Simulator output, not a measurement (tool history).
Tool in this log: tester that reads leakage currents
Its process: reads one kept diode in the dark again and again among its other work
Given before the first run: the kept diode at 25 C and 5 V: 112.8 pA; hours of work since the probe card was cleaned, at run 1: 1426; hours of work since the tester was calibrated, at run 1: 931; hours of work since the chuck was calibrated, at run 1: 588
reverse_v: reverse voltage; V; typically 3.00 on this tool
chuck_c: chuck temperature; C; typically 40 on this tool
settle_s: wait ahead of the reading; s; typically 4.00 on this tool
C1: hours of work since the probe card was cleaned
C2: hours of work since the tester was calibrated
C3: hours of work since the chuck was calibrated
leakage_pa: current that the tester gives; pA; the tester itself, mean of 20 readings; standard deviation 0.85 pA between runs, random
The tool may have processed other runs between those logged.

{"run": 1, "hour": 0.0, "reverse_v": 3.0, "chuck_c": 40, "settle_s": 4.0, "C1": 1426, "C2": 931, "C3": 588, "leakage_pa": 279.29}
{"run": 2, "hour": 98.9, "reverse_v": 3.0, "chuck_c": 40, "settle_s": 4.0, "C1": 1486, "C2": 991, "C3": 648, "leakage_pa": 277.89}
{"run": 3, "hour": 191.9, "reverse_v": 3.0, "chuck_c": 40, "settle_s": 4.0, "C1": 1542, "C2": 1048, "C3": 705, "leakage_pa": 276.4}
{"run": 4, "hour": 298.9, "reverse_v": 3.0, "chuck_c": 40, "settle_s": 4.0, "C1": 1607, "C2": 1112, "C3": 770, "leakage_pa": 277.76}
{"run": 5, "hour": 365.5, "reverse_v": 3.0, "chuck_c": 40, "settle_s": 0.36, "C1": 1647, "C2": 1153, "C3": 810, "leakage_pa": 277.64}
{"run": 6, "hour": 469.5, "reverse_v": 3.0, "chuck_c": 40, "settle_s": 0.36, "C1": 1710, "C2": 1216, "C3": 873, "leakage_pa": 276.02}
{"run": 7, "hour": 601.5, "reverse_v": 3.0, "chuck_c": 40, "settle_s": 0.36, "C1": 1790, "C2": 1296, "C3": 953, "leakage_pa": 276.02}
{"run": 8, "hour": 741.0, "reverse_v": 3.0, "chuck_c": 40, "settle_s": 4.0, "C1": 1875, "C2": 1380, "C3": 1038, "leakage_pa": 273.97}
{"run": 9, "hour": 828.6, "reverse_v": 3.0, "chuck_c": 40, "settle_s": 4.0, "C1": 1928, "C2": 1434, "C3": 1091, "leakage_pa": 272.32}
{"run": 10, "hour": 891.8, "reverse_v": 2.34, "chuck_c": 27, "settle_s": 2.09, "C1": 1966, "C2": 1472, "C3": 1129, "leakage_pa": 97.2}

Run 11 has not been measured yet. What should we expect?
{"run": 11, "hour": 989.1, "reverse_v": 13.19, "chuck_c": 56, "settle_s": 8.63, "C1": 2025, "C2": 1531, "C3": 1188, "leakage_pa": "?"}

{"run 11": {"leakage_pa": 1359.32}}
With the hidden condition absent and the run-to-run variation left alone, this run would have shown leakage_pa 1417.00 pA.
